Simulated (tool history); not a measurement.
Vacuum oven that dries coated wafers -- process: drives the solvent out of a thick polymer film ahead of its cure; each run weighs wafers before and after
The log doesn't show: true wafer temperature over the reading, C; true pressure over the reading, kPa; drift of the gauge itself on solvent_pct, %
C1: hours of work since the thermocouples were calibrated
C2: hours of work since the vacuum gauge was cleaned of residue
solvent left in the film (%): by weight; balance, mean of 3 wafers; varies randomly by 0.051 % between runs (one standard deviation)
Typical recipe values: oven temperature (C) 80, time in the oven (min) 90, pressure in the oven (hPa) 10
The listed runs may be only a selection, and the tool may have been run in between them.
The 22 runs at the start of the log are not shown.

run 23 hour=799.3 | oven_temperature_(C)=80 time_in_the_oven_(min)=90 pressure_in_the_oven_(hPa)=25.2 | C1=1172 C2=1102 | solvent_left_in_the_film_(%)=1.49
run 24 hour=832.3 | oven_temperature_(C)=80 time_in_the_oven_(min)=90 pressure_in_the_oven_(hPa)=25.2 | C1=1186 C2=1116 | solvent_left_in_the_film_(%)=1.58
run 25 hour=875.3 | oven_temperature_(C)=82 time_in_the_oven_(min)=65 pressure_in_the_oven_(hPa)=22.4 | C1=1204 C2=1134 | solvent_left_in_the_film_(%)=1.57
run 26 hour=927.4 | oven_temperature_(C)=82 time_in_the_oven_(min)=65 pressure_in_the_oven_(hPa)=22.4 | C1=1225 C2=1155 | solvent_left_in_the_film_(%)=1.62
run 27 hour=971.1 | oven_temperature_(C)=69 time_in_the_oven_(min)=90 pressure_in_the_oven_(hPa)=25.9 | C1=1243 C2=1173 | solvent_left_in_the_film_(%)=3.4
run 28 hour=1024.7 | oven_temperature_(C)=80 time_in_the_oven_(min)=68 pressure_in_the_oven_(hPa)=5.5 | C1=1266 C2=1196 | solvent_left_in_the_film_(%)=1.25
run 29 hour=1065.1 | oven_temperature_(C)=80 time_in_the_oven_(min)=68 pressure_in_the_oven_(hPa)=5.5 | C1=1282 C2=1212 | solvent_left_in_the_film_(%)=1.21
run 30 hour=1120.1 | oven_temperature_(C)=80 time_in_the_oven_(min)=68 pressure_in_the_oven_(hPa)=5.5 | C1=1305 C2=1235 | solvent_left_in_the_film_(%)=1.19
run 31 hour=1150.1 | oven_temperature_(C)=69 time_in_the_oven_(min)=68 pressure_in_the_oven_(hPa)=26.4 | C1=1317 C2=1247 | solvent_left_in_the_film_(%)=4.3
run 32 hour=1199.8 | oven_temperature_(C)=69 time_in_the_oven_(min)=68 pressure_in_the_oven_(hPa)=26.4 | C1=1338 C2=1268 | solvent_left_in_the_film_(%)=4.41
run 33 hour=1240.2 | oven_temperature_(C)=69 time_in_the_oven_(min)=68 pressure_in_the_oven_(hPa)=26.4 | C1=1355 C2=1285 | solvent_left_in_the_film_(%)=4.33
run 34 hour=1271.2 | oven_temperature_(C)=72 time_in_the_oven_(min)=52 pressure_in_the_oven_(hPa)=7.8 | C1=1368 C2=1298 | solvent_left_in_the_film_(%)=3.51
run 35 hour=1301.5 | oven_temperature_(C)=77 time_in_the_oven_(min)=48 pressure_in_the_oven_(hPa)=11.3 | C1=1380 C2=1310 | solvent_left_in_the_film_(%)=2.8
run 36 hour=1332.9 | oven_temperature_(C)=77 time_in_the_oven_(min)=48 pressure_in_the_oven_(hPa)=11.3 | C1=1393 C2=1323 | solvent_left_in_the_film_(%)=2.81
run 37 hour=1386.8 | oven_temperature_(C)=77 time_in_the_oven_(min)=48 pressure_in_the_oven_(hPa)=14.7 | C1=1415 C2=1346 | solvent_left_in_the_film_(%)=2.95
run 38 hour=1430.7 | oven_temperature_(C)=77 time_in_the_oven_(min)=48 pressure_in_the_oven_(hPa)=14.7 | C1=1434 C2=1364 | solvent_left_in_the_film_(%)=2.79
run 39 hour=1480.7 | oven_temperature_(C)=77 time_in_the_oven_(min)=48 pressure_in_the_oven_(hPa)=14.7 | C1=1454 C2=1384 | solvent_left_in_the_film_(%)=2.89
run 40 hour=1519.1 | oven_temperature_(C)=79 time_in_the_oven_(min)=102 pressure_in_the_oven_(hPa)=14.7 | C1=1470 C2=1400 | solvent_left_in_the_film_(%)=1.11
-- hour=1548.4 oven's thermocouples calibrated
run 41 hour=1556.8 | oven_temperature_(C)=79 time_in_the_oven_(min)=102 pressure_in_the_oven_(hPa)=14.7 | C1=4 C2=1415 | solvent_left_in_the_film_(%)=1.3
run 42 hour=1602.1 | oven_temperature_(C)=86 time_in_the_oven_(min)=102 pressure_in_the_oven_(hPa)=23.3 | C1=22 C2=1434 | solvent_left_in_the_film_(%)=1.1
run 43 hour=1633.6 | oven_temperature_(C)=80 time_in_the_oven_(min)=90 pressure_in_the_oven_(hPa)=11.3 | C1=35 C2=1447 | solvent_left_in_the_film_(%)=1.24
run 44 hour=1665.8 | oven_temperature_(C)=70 time_in_the_oven_(min)=86 pressure_in_the_oven_(hPa)=25.6 | C1=49 C2=1460 | solvent_left_in_the_film_(%)=3.69
run 45 hour=1706.9 | oven_temperature_(C)=77 time_in_the_oven_(min)=135 pressure_in_the_oven_(hPa)=21.3 | C1=66 C2=1477 | solvent_left_in_the_film_(%)=1.59

What does the tool deliver on the next run?
run 46 hour=1738.7 | oven_temperature_(C)=77 time_in_the_oven_(min)=135 pressure_in_the_oven_(hPa)=21.3 | C1=79 C2=1490 | solvent_left_in_the_film_(%)=?

Run 46 measured solvent left in the film (%) 1.56.
Take away the tool's hidden state, keep the run-to-run variation as it was, and the same run would have given solvent left in the film (%) 1.36.
